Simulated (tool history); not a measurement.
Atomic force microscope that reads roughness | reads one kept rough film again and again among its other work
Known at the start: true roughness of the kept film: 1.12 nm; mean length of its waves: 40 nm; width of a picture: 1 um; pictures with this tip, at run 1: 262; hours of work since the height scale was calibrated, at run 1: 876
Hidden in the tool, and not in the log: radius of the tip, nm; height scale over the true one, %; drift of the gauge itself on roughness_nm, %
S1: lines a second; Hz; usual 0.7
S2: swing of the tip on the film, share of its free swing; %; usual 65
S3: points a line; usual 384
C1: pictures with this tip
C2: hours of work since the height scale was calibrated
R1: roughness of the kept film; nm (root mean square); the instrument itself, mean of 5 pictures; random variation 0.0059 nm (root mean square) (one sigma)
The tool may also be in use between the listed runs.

run,hour,S1,S2,S3,C1,C2,R1
1,0,0.7,65,384,262,876,1.02
# hour 5.5: new tip fitted
2,54,0.7,65,422,59,909,1.071
3,86.1,0.7,65,384,98,929,1.05
4,148.7,0.7,65,384,174,968,1.034
5,186.8,0.7,65,384,220,991,1.027
6,219.9,0.7,65,384,260,1012,1.022
# hour 226.2: new tip fitted
7,254.6,0.7,65,384,34,1033,1.07
8,307.6,0.7,65,384,98,1065,1.051
9,354.8,0.7,65,384,156,1095,1.034
10,419,0.7,65,384,233,1134,1.028
# hour 448: new tip fitted
11,457.1,0.7,65,384,11,1157,1.069
12,490.4,2.053,65,384,51,1178,1.001
13,552.2,0.7,65,384,126,1216,1.041
14,608.2,0.7,65,384,194,1251,1.029
# hour 669.6: new tip fitted
15,671.2,0.7,65,1022,1,1289,1.077
16,743.6,1.784,65,384,89,1334,1.013
17,804.9,0.755,75,680,163,1372,1.017
18,854,0.649,78,965,223,1402,1.008
# hour 892.7: new tip fitted
19,910.6,0.694,79,729,22,1437,1.044
20,987.7,0.7,82,516,115,1484,1.011
21,1035.5,0.7,82,516,173,1514,0.998
22,1100.4,1.829,73,384,252,1554,0.945
# hour 1114.4: new tip fitted
23,1157.8,1.829,78,384,52,1589,0.942
24,1210.7,1.829,59,300,116,1622,1.028
25,1255.9,1.829,59,300,171,1650,1.019
26,1314.9,1.829,59,638,243,1686,1.009
# hour 1334.5: new tip fitted
27,1367.1,3.556,65,410,39,1718,0.961
28,1412.2,0.551,66,677,94,1746,1.07
29,1467.3,0.589,59,384,161,1780,1.06
30,1511.9,0.542,77,569,215,1807,1.021
# hour 1557.7: new tip fitted
31,1584.2,1.232,65,384,32,1852,1.05

How the hidden state differs across the entries between the runs, from the last listed run before each to the first after it:
Between runs 1 and 2: new tip fitted (hour 5.5)
  radius of the tip, nm: 22.2 -> 10.1; height scale over the true one, %: 0.3 -> 0.32
  measured less the result without the state, R1: -0.044 -> -0.012 nm (root mean square)
Between runs 6 and 7: new tip fitted (hour 226.2)
  radius of the tip, nm: 25 -> 7.5
  measured less the result without the state, R1: -0.051 -> -0.004 nm (root mean square)
Between runs 10 and 11: new tip fitted (hour 448)
  radius of the tip, nm: 22.5 -> 5.9; height scale over the true one, %: 0.4 -> 0.41
  measured less the result without the state, R1: -0.044 -> +0.002 nm (root mean square)
Between runs 14 and 15: new tip fitted (hour 669.6)
  radius of the tip, nm: 19.9 -> 5.5; height scale over the true one, %: 0.45 -> 0.47
  measured less the result without the state, R1: -0.037 -> +0.004 nm (root mean square)
Between runs 18 and 19: new tip fitted (hour 892.7)
  radius of the tip, nm: 21.6 -> 6.7; height scale over the true one, %: 0.52 -> 0.53
  measured less the result without the state, R1: -0.041 -> +0.001 nm (root mean square)
Between runs 22 and 23: new tip fitted (hour 1114.4)
  radius of the tip, nm: 24.9 -> 9.2; height scale over the true one, %: 0.58 -> 0.59
  measured less the result without the state, R1: -0.046 -> -0.006 nm (root mean square)
Between runs 26 and 27: new tip fitted (hour 1334.5)
  radius of the tip, nm: 23.4 -> 8; height scale over the true one, %: 0.63 -> 0.64
  measured less the result without the state, R1: -0.044 -> -0.002 nm (root mean square)
Between runs 30 and 31: new tip fitted (hour 1557.7)
  radius of the tip, nm: 21 -> 7.6; height scale over the true one, %: 0.68 -> 0.7
  measured less the result without the state, R1: -0.037 -> +0 nm (root mean square)
